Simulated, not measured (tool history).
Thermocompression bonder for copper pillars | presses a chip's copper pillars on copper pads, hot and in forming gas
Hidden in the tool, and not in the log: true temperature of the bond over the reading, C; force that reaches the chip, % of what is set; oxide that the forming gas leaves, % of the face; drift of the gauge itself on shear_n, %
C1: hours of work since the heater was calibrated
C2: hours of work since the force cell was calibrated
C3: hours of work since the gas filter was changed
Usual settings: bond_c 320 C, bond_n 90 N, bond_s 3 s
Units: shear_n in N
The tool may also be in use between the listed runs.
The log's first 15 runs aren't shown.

Run 16, day 9.388: usual settings; C1 393; C2 569; C3 170. Result: shear_n 82.5 N.
Run 17, day 10.038: usual settings; C1 405; C2 580; C3 181. Result: shear_n 83.7 N.
Run 18, day 10.767: usual settings but bond_s 2 s; C1 417; C2 592; C3 194. Result: shear_n 74.9 N.
Run 19, day 11.496: usual settings; C1 430; C2 605; C3 207. Result: shear_n 82.8 N.
Run 20, day 12.088: usual settings; C1 440; C2 615; C3 217. Result: shear_n 82.7 N.
Run 21, day 12.658: usual settings but bond_c 337 C, bond_n 106 N; C1 450; C2 625; C3 227. Result: shear_n 97.5 N.
At day 12.808: forming gas filter changed.
Run 22, day 13.233: usual settings but bond_c 337 C, bond_n 69 N, bond_s 8 s; C1 459; C2 634; C3 7. Result: shear_n 96.4 N.
Run 23, day 13.842: usual settings but bond_n 105 N; C1 470; C2 645; C3 18. Result: shear_n 90.4 N.
Run 24, day 14.412: usual settings but bond_n 108 N, bond_s 2 s; C1 480; C2 655; C3 28. Result: shear_n 83.3 N.
Run 25, day 14.762: usual settings but bond_c 290 C, bond_n 108 N, bond_s 2 s; C1 486; C2 661; C3 34. Result: shear_n 68.2 N.
Run 26, day 15.392: usual settings but bond_c 340 C, bond_n 89 N, bond_s 5 s; C1 497; C2 672; C3 45. Result: shear_n 99.9 N.
Run 27, day 15.958: usual settings but bond_c 340 C, bond_n 89 N, bond_s 5 s; C1 506; C2 681; C3 54. Result: shear_n 99.7 N.
Run 28, day 16.629: usual settings but bond_c 321 C, bond_n 72 N, bond_s 5 s; C1 518; C2 693; C3 66. Result: shear_n 82.8 N.
Run 29, day 16.971: usual settings but bond_c 321 C, bond_n 70 N, bond_s 4 s; C1 524; C2 699; C3 72. Result: shear_n 76.7 N.
Run 30, day 17.700: usual settings but bond_c 324 C, bond_n 112 N, bond_s 4 s; C1 536; C2 711; C3 84. Result: shear_n 99.1 N.
Run 31, day 18.142: usual settings but bond_n 57 N, bond_s 2 s; C1 544; C2 719; C3 92. Result: shear_n 52.6 N.
Run 32, day 18.471: usual settings but bond_n 57 N, bond_s 2 s; C1 550; C2 725; C3 98. Result: shear_n 52.6 N.
Run 33, day 19.046: usual settings but bond_n 131 N; C1 559; C2 735; C3 107. Result: shear_n 99.3 N.
Run 34, day 19.521: usual settings but bond_n 131 N; C1 568; C2 743; C3 116. Result: shear_n 98.9 N.
Run 35, day 20.162: usual settings; C1 579; C2 754; C3 127. Result: shear_n 82.7 N.
Run 36, day 20.729: usual settings but bond_c 294 C, bond_n 97 N, bond_s 2 s; C1 588; C2 764; C3 136. Result: shear_n 65.1 N.
Run 37, day 21.083: usual settings but bond_s 2 s; C1 595; C2 770; C3 143. Result: shear_n 75.0 N.
Run 38, day 21.829: usual settings but bond_c 300 C, bond_n 131 N, bond_s 2 s; C1 607; C2 783; C3 155. Result: shear_n 83.6 N.
Run 39, day 22.267: usual settings but bond_c 306 C, bond_n 120 N; C1 615; C2 790; C3 163. Result: shear_n 89.4 N.
Run 40, day 22.896: usual settings but bond_c 306 C, bond_n 121 N, bond_s 7 s; C1 626; C2 801; C3 174. Result: shear_n 102.9 N.

Forecast each of these 3 alternatives for the next run:
Run A, day 23.471: usual settings but bond_c 315 C, bond_n 68 N, bond_s 5 s; C1 636; C2 811; C3 184. Result: shear_n ?.
Run B, day 23.471: usual settings but bond_c 311 C, bond_n 117 N, bond_s 5 s; C1 636; C2 811; C3 184. Result: shear_n ?.
Run C, day 23.471: usual settings but bond_c 306 C, bond_n 121 N; C1 636; C2 811; C3 184. Result: shear_n ?.

run  shear_n
  A     77.3
  B     98.7
  C     90.4
Without the tool's hidden state the same runs would have given:
run  shear_n
  A     77.3
  B     98.9
  C     90.4
